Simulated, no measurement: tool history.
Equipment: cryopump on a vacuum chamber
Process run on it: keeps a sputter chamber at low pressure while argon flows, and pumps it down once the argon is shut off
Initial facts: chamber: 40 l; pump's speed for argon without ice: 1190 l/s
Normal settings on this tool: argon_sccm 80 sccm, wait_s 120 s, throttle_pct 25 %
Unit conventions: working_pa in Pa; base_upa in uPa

{"run": 1, "hour": 0.0, "argon_sccm": 80, "wait_s": 120, "throttle_pct": 25, "working_pa": 0.4794, "base_upa": 2.63}
{"run": 2, "hour": 40.9, "argon_sccm": 80, "wait_s": 120, "throttle_pct": 25, "working_pa": 0.485, "base_upa": 2.62}
{"run": 3, "hour": 62.7, "argon_sccm": 80, "wait_s": 120, "throttle_pct": 25, "working_pa": 0.4876, "base_upa": 2.71}
{"run": 4, "hour": 116.4, "argon_sccm": 80, "wait_s": 120, "throttle_pct": 25, "working_pa": 0.4916, "base_upa": 2.8}
{"run": 5, "hour": 148.9, "argon_sccm": 80, "wait_s": 120, "throttle_pct": 25, "working_pa": 0.4979, "base_upa": 2.79}
{"run": 6, "hour": 197.6, "argon_sccm": 80, "wait_s": 120, "throttle_pct": 25, "working_pa": 0.4966, "base_upa": 2.89}
{"run": 7, "hour": 229.5, "argon_sccm": 40, "wait_s": 120, "throttle_pct": 25, "working_pa": 0.2517, "base_upa": 3.03}
{"run": 8, "hour": 270.1, "argon_sccm": 80, "wait_s": 120, "throttle_pct": 20, "working_pa": 0.6205, "base_upa": 3.09}
{"run": 9, "hour": 321.0, "argon_sccm": 80, "wait_s": 120, "throttle_pct": 20, "working_pa": 0.626, "base_upa": 3.21}
{"run": 10, "hour": 348.7, "argon_sccm": 80, "wait_s": 130, "throttle_pct": 25, "working_pa": 0.516, "base_upa": 3.14}
{"hour": 398.4, "done": "pump warmed up, emptied and cooled again"}
{"run": 11, "hour": 405.0, "argon_sccm": 80, "wait_s": 120, "throttle_pct": 25, "working_pa": 0.4552, "base_upa": 2.53}
{"run": 12, "hour": 452.7, "argon_sccm": 38, "wait_s": 120, "throttle_pct": 25, "working_pa": 0.2184, "base_upa": 2.49}
{"run": 13, "hour": 502.2, "argon_sccm": 38, "wait_s": 120, "throttle_pct": 25, "working_pa": 0.2189, "base_upa": 2.62}
{"run": 14, "hour": 528.9, "argon_sccm": 38, "wait_s": 120, "throttle_pct": 25, "working_pa": 0.22, "base_upa": 2.61}
{"run": 15, "hour": 582.4, "argon_sccm": 38, "wait_s": 120, "throttle_pct": 25, "working_pa": 0.2216, "base_upa": 2.75}
{"run": 16, "hour": 613.9, "argon_sccm": 38, "wait_s": 120, "throttle_pct": 25, "working_pa": 0.2213, "base_upa": 2.76}
{"run": 17, "hour": 651.5, "argon_sccm": 38, "wait_s": 26, "throttle_pct": 25, "working_pa": 0.2213, "base_upa": 6.22}
{"run": 18, "hour": 689.9, "argon_sccm": 38, "wait_s": 26, "throttle_pct": 25, "working_pa": 0.2252, "base_upa": 6.04}
{"run": 19, "hour": 718.9, "argon_sccm": 58, "wait_s": 268, "throttle_pct": 43, "working_pa": 0.2049, "base_upa": 2.47}
{"run": 20, "hour": 763.2, "argon_sccm": 86, "wait_s": 120, "throttle_pct": 25, "working_pa": 0.5122, "base_upa": 2.9}
{"run": 21, "hour": 785.1, "argon_sccm": 86, "wait_s": 125, "throttle_pct": 34, "working_pa": 0.3853, "base_upa": 3.0}
{"run": 22, "hour": 813.4, "argon_sccm": 86, "wait_s": 68, "throttle_pct": 43, "working_pa": 0.3148, "base_upa": 3.75}
{"run": 23, "hour": 848.4, "argon_sccm": 80, "wait_s": 295, "throttle_pct": 47, "working_pa": 0.2729, "base_upa": 2.57}
{"run": 24, "hour": 886.0, "argon_sccm": 75, "wait_s": 104, "throttle_pct": 39, "working_pa": 0.3035, "base_upa": 3.35}
{"run": 25, "hour": 908.1, "argon_sccm": 146, "wait_s": 24, "throttle_pct": 27, "working_pa": 0.828, "base_upa": 7.17}
{"run": 26, "hour": 960.9, "argon_sccm": 47, "wait_s": 104, "throttle_pct": 30, "working_pa": 0.2476, "base_upa": 3.4}
{"run": 27, "hour": 1009.0, "argon_sccm": 80, "wait_s": 154, "throttle_pct": 44, "working_pa": 0.3011, "base_upa": 3.22}
{"run": 28, "hour": 1061.0, "argon_sccm": 42, "wait_s": 154, "throttle_pct": 19, "working_pa": 0.3383, "base_upa": 3.4}
{"run": 29, "hour": 1088.4, "argon_sccm": 117, "wait_s": 120, "throttle_pct": 25, "working_pa": 0.7389, "base_upa": 3.57}
{"run": 30, "hour": 1120.1, "argon_sccm": 76, "wait_s": 42, "throttle_pct": 56, "working_pa": 0.2464, "base_upa": 5.43}
{"run": 31, "hour": 1145.6, "argon_sccm": 60, "wait_s": 120, "throttle_pct": 25, "working_pa": 0.3844, "base_upa": 3.83}
{"hour": 1172.6, "done": "pump warmed up, emptied and cooled again"}
{"run": 32, "hour": 1193.8, "argon_sccm": 60, "wait_s": 120, "throttle_pct": 25, "working_pa": 0.3436, "base_upa": 2.88}
{"run": 33, "hour": 1238.0, "argon_sccm": 60, "wait_s": 120, "throttle_pct": 25, "working_pa": 0.3461, "base_upa": 2.97}
{"run": 34, "hour": 1278.2, "argon_sccm": 63, "wait_s": 24, "throttle_pct": 36, "working_pa": 0.2541, "base_upa": 6.79}
{"run": 35, "hour": 1315.7, "argon_sccm": 63, "wait_s": 24, "throttle_pct": 36, "working_pa": 0.2549, "base_upa": 6.73}

Consider 3 possible next runs. They are alternatives, not a sequence: every one starts from the tool as it was left by run 35. What does each give?
{"run": "A", "hour": 1337.3, "argon_sccm": 59, "wait_s": 187, "throttle_pct": 44, "working_pa": "?", "base_upa": "?"}
{"run": "B", "hour": 1337.3, "argon_sccm": 37, "wait_s": 147, "throttle_pct": 36, "working_pa": "?", "base_upa": "?"}
{"run": "C", "hour": 1337.3, "argon_sccm": 120, "wait_s": 47, "throttle_pct": 25, "working_pa": "?", "base_upa": "?"}

run=A working_pa=0.1968 base_upa=2.79
run=B working_pa=0.1506 base_upa=2.92
run=C working_pa=0.6963 base_upa=4.61
Stripped of hidden state, with their random variation kept, the same runs would have yielded:
run=A working_pa=0.1888 base_upa=0.86
run=B working_pa=0.1456 base_upa=1.01
run=C working_pa=0.6801 base_upa=2.65
